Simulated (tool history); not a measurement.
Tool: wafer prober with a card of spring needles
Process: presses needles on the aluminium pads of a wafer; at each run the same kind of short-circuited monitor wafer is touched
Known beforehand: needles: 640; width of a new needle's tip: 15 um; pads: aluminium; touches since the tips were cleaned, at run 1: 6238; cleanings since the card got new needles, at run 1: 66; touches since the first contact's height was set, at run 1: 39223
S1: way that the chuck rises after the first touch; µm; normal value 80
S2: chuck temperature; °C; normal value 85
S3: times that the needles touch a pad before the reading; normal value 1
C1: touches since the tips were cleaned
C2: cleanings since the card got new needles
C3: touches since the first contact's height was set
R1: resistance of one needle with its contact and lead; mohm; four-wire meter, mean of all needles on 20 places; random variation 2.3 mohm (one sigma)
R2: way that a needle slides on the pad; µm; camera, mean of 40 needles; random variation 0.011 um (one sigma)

run 1 hour=0.0 | S1=80 S2=85 S3=1 | C1=6238 C2=66 C3=39223 | R1=385 R2=14.18
-- hour=4.5 tips cleaned on abrasive film
-- hour=31.6 tips cleaned on abrasive film
-- hour=57.8 tips cleaned on abrasive film
run 2 hour=65.9 | S1=80 S2=85 S3=1 | C1=2073 C2=69 C3=56056 | R1=327 R2=14.15
-- hour=82.4 tips cleaned on abrasive film
run 3 hour=95.8 | S1=80 S2=25 S3=1 | C1=3421 C2=70 C3=63705 | R1=345 R2=14.14
-- hour=112.1 tips cleaned on abrasive film
run 4 hour=127.0 | S1=80 S2=25 S3=2 | C1=3829 C2=71 C3=71709 | R1=305 R2=14.11
-- hour=137.2 tips cleaned on abrasive film
-- hour=162.8 tips cleaned on abrasive film
run 5 hour=175.0 | S1=80 S2=25 S3=2 | C1=3120 C2=73 C3=83960 | R1=298 R2=14.10
-- hour=188.8 tips cleaned on abrasive film
-- hour=217.0 tips cleaned on abrasive film
run 6 hour=233.3 | S1=80 S2=25 S3=2 | C1=4203 C2=75 C3=98898 | R1=307 R2=14.07
-- hour=242.9 tips cleaned on abrasive film
-- hour=268.9 tips cleaned on abrasive film
run 7 hour=268.9 | S1=80 S2=25 S3=2 | C1=0 C2=77 C3=107961 | R1=245 R2=14.03
-- hour=297.1 tips cleaned on abrasive film
-- hour=324.3 tips cleaned on abrasive film
run 8 hour=327.5 | S1=80 S2=25 S3=2 | C1=833 C2=79 C3=122968 | R1=271 R2=14.04
-- hour=351.5 tips cleaned on abrasive film
-- hour=374.4 height of the first contact set anew
-- hour=379.5 tips cleaned on abrasive film
run 9 hour=388.1 | S1=80 S2=25 S3=2 | C1=2205 C2=81 C3=3487 | R1=295 R2=14.23
-- hour=407.2 tips cleaned on abrasive film
run 10 hour=422.0 | S1=80 S2=25 S3=2 | C1=3803 C2=82 C3=12161 | R1=312 R2=14.25
-- hour=435.6 tips cleaned on abrasive film
-- hour=460.8 tips cleaned on abrasive film
run 11 hour=466.1 | S1=80 S2=25 S3=2 | C1=1357 C2=84 C3=23434 | R1=281 R2=14.21
-- hour=488.4 tips cleaned on abrasive film
-- hour=513.4 tips cleaned on abrasive film
run 12 hour=513.4 | S1=80 S2=25 S3=2 | C1=0 C2=86 C3=35510 | R1=247 R2=14.20
-- hour=542.8 tips cleaned on abrasive film
run 13 hour=544.9 | S1=80 S2=25 S3=2 | C1=534 C2=87 C3=43571 | R1=266 R2=14.19
-- hour=571.3 tips cleaned on abrasive film
-- hour=600.7 tips cleaned on abrasive film
run 14 hour=609.4 | S1=80 S2=85 S3=1 | C1=2225 C2=89 C3=60079 | R1=331 R2=14.18
-- hour=630.1 tips cleaned on abrasive film
-- hour=654.7 tips cleaned on abrasive film
run 15 hour=654.7 | S1=80 S2=85 S3=1 | C1=0 C2=91 C3=71667 | R1=272 R2=14.13
-- hour=679.5 tips cleaned on abrasive film
run 16 hour=699.4 | S1=74 S2=85 S3=1 | C1=5110 C2=92 C3=83115 | R1=405 R2=13.03
-- hour=708.7 tips cleaned on abrasive film
-- hour=734.8 tips cleaned on abrasive film
run 17 hour=756.7 | S1=74 S2=85 S3=1 | C1=5637 C2=94 C3=97779 | R1=403 R2=13.04
-- hour=759.6 tips cleaned on abrasive film
-- hour=787.0 tips cleaned on abrasive film
-- hour=814.1 tips cleaned on abrasive film
run 18 hour=817.2 | S1=62 S2=66 S3=1 | C1=806 C2=97 C3=113241 | R1=319 R2=10.88
-- hour=838.9 tips cleaned on abrasive film
-- hour=867.3 tips cleaned on abrasive film
run 19 hour=868.3 | S1=82 S2=41 S3=2 | C1=257 C2=99 C3=126296 | R1=264 R2=14.41
-- hour=892.8 tips cleaned on abrasive film
-- hour=902.1 height of the first contact set anew
-- hour=918.1 tips cleaned on abrasive film
run 20 hour=933.6 | S1=80 S2=85 S3=3 | C1=3967 C2=101 C3=8052 | R1=295 R2=14.27
-- hour=944.4 tips cleaned on abrasive film
-- hour=972.4 tips cleaned on abrasive film
run 21 hour=982.8 | S1=80 S2=32 S3=1 | C1=2659 C2=103 C3=20628 | R1=330 R2=14.21
-- hour=998.5 tips cleaned on abrasive film
-- hour=1023.9 tips cleaned on abrasive film
run 22 hour=1033.8 | S1=80 S2=32 S3=1 | C1=2537 C2=105 C3=33670 | R1=344 R2=14.19
-- hour=1048.7 tips cleaned on abrasive film
run 23 hour=1062.4 | S1=73 S2=57 S3=1 | C1=3501 C2=106 C3=40989 | R1=382 R2=12.94
-- hour=1075.4 tips cleaned on abrasive film
-- hour=1102.5 tips cleaned on abrasive film
-- hour=1128.7 tips cleaned on abrasive film
run 24 hour=1128.7 | S1=63 S2=28 S3=1 | C1=0 C2=109 C3=57930 | R1=267 R2=11.11
-- hour=1153.4 tips cleaned on abrasive film
run 25 hour=1177.4 | S1=63 S2=28 S3=1 | C1=6157 C2=110 C3=70413 | R1=469 R2=11.12
-- hour=1181.8 tips cleaned on abrasive film
-- hour=1210.6 tips cleaned on abrasive film
run 26 hour=1224.1 | S1=80 S2=69 S3=1 | C1=3468 C2=112 C3=82347 | R1=370 R2=14.11
-- hour=1238.5 tips cleaned on abrasive film
run 27 hour=1259.1 | S1=72 S2=64 S3=2 | C1=5301 C2=113 C3=91316 | R1=359 R2=12.68
-- hour=1266.5 tips cleaned on abrasive film
-- hour=1291.9 tips cleaned on abrasive film
-- hour=1317.5 tips cleaned on abrasive film
run 28 hour=1319.5 | S1=72 S2=64 S3=2 | C1=517 C2=116 C3=106747 | R1=287 R2=12.67
-- hour=1346.0 tips cleaned on abrasive film
run 29 hour=1351.1 | S1=80 S2=34 S3=1 | C1=1310 C2=117 C3=114828 | R1=295 R2=14.07
-- hour=1375.9 tips cleaned on abrasive film
-- hour=1400.5 tips cleaned on abrasive film
run 30 hour=1414.6 | S1=80 S2=34 S3=1 | C1=3623 C2=119 C3=131078 | R1=367 R2=14.03

Alternative continuations, all from the tool just after run 30; predict every row:
-- hour=1425.4 tips cleaned on abrasive film
-- hour=1431.2 height of the first contact set anew
run A hour=1446.0 | S1=90 S2=85 S3=1 | C1=5222 C2=120 C3=3812 | R1=? R2=?
-- hour=1425.4 tips cleaned on abrasive film
-- hour=1431.2 height of the first contact set anew
run B hour=1446.0 | S1=60 S2=85 S3=1 | C1=5222 C2=120 C3=3812 | R1=? R2=?
-- hour=1425.4 tips cleaned on abrasive film
-- hour=1431.2 height of the first contact set anew
run C hour=1446.0 | S1=93 S2=29 S3=2 | C1=5222 C2=120 C3=3812 | R1=? R2=?

run=A R1=357 R2=16.04
run=B R1=473 R2=10.70
run=C R1=300 R2=16.56
With no hidden state in the tool, these same runs would have given:
run=A R1=256 R2=16.04
run=B R1=265 R2=10.70
run=C R1=238 R2=16.56
